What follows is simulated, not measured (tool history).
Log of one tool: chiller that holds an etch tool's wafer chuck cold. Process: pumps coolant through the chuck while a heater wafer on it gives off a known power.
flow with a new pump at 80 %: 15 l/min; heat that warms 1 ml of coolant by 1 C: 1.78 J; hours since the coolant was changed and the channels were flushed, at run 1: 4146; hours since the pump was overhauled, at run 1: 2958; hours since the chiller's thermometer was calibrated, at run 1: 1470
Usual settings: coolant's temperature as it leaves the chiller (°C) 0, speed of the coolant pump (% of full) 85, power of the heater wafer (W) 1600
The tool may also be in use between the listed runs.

run     day  coolant's temperature as it leaves the chiller (°C)  speed of the coolant pump (% of full)  power of the heater wafer (W)  hours since the coolant was changed and the channels were flushed  hours since the pump was overhauled  hours since the chiller's thermometer was calibrated  chuck's temperature once it has settled (°C)  how much warmer the coolant comes back (C)
  1   0.000                                                    0                                     85                           1600                                                               4146                                 2958                                                  1470                                          14.5                                        3.71
  2   5.692                                                    0                                     85                           1600                                                               4283                                 3095                                                  1606                                          14.7                                        3.81
  3   9.554                                                    0                                     85                           1600                                                               4375                                 3188                                                  1699                                          14.7                                        3.77
  4  14.575                                                    9                                     85                           1600                                                               4496                                 3308                                                  1820                                          23.7                                        3.77
  5  19.350                                                    0                                     85                           1600                                                               4610                                 3423                                                  1934                                          14.8                                        3.74
  6  23.767                                                    0                                     85                           1600                                                               4716                                 3529                                                  2040                                          14.8                                        3.76
  7  27.779                                                    0                                     85                           1600                                                               4813                                 3625                                                  2137                                          14.8                                        3.79
     31.233  -- coolant changed, channels flushed
  8  31.233                                                    1                                     85                           1600                                                                  0                                 3702                                                  2213                                          13.7                                        3.83
  9  35.042                                                    1                                     85                           1600                                                                 91                                 3793                                                  2305                                          13.5                                        3.85
 10  37.721                                                    1                                     85                           1600                                                                156                                 3858                                                  2369                                          13.6                                        3.88
 11  40.862                                                   -2                                     85                           1587                                                                231                                 3933                                                  2444                                          10.7                                        3.75
 12  43.375                                                   -5                                     81                           1074                                                                291                                 3993                                                  2505                                           3.9                                        2.70
 13  49.196                                                    4                                     81                            892                                                                431                                 4133                                                  2644                                          11.2                                        2.29
 14  54.571                                                    4                                     81                            892                                                                560                                 4262                                                  2773                                          11.3                                        2.28
 15  59.838                                                    5                                     85                           1474                                                                687                                 4388                                                  2900                                          17.0                                        3.57
 16  64.175                                                    5                                     85                           1474                                                                791                                 4492                                                  3004                                          16.9                                        3.60
 17  67.121                                                    6                                     85                            978                                                                861                                 4563                                                  3075                                          13.8                                        2.38
 18  72.183                                                   -1                                     73                           1504                                                                983                                 4685                                                  3196                                          13.6                                        4.40

Hidden state or all else? Some run-to-run changes of chuck's temperature once it has settled (°C), split into what the settings, what came in and random variation would give without the hidden state, and what is left for the hidden state (with any gauge scatter that isn't in both results):
The hidden state here: heat passed by the chuck's channels, % of clean ones'; flow at a given pump speed, % of a new pump's; coolant's true temperature over the reading, C; drift of the gauge itself on chuck_c, C; drift of the gauge itself on warmer_back_c, C.
Run 3 -> 4: coolant's temperature as it leaves the chiller (°C) 0 -> 9. chuck's temperature once it has settled (°C) +9.0: hidden state +0.1, all else +8.9.
Run 7 -> 8: coolant's temperature as it leaves the chiller (°C) 0 -> 1, coolant changed, channels flushed. chuck's temperature once it has settled (°C) -1.1: hidden state -2.1, all else +1.0.
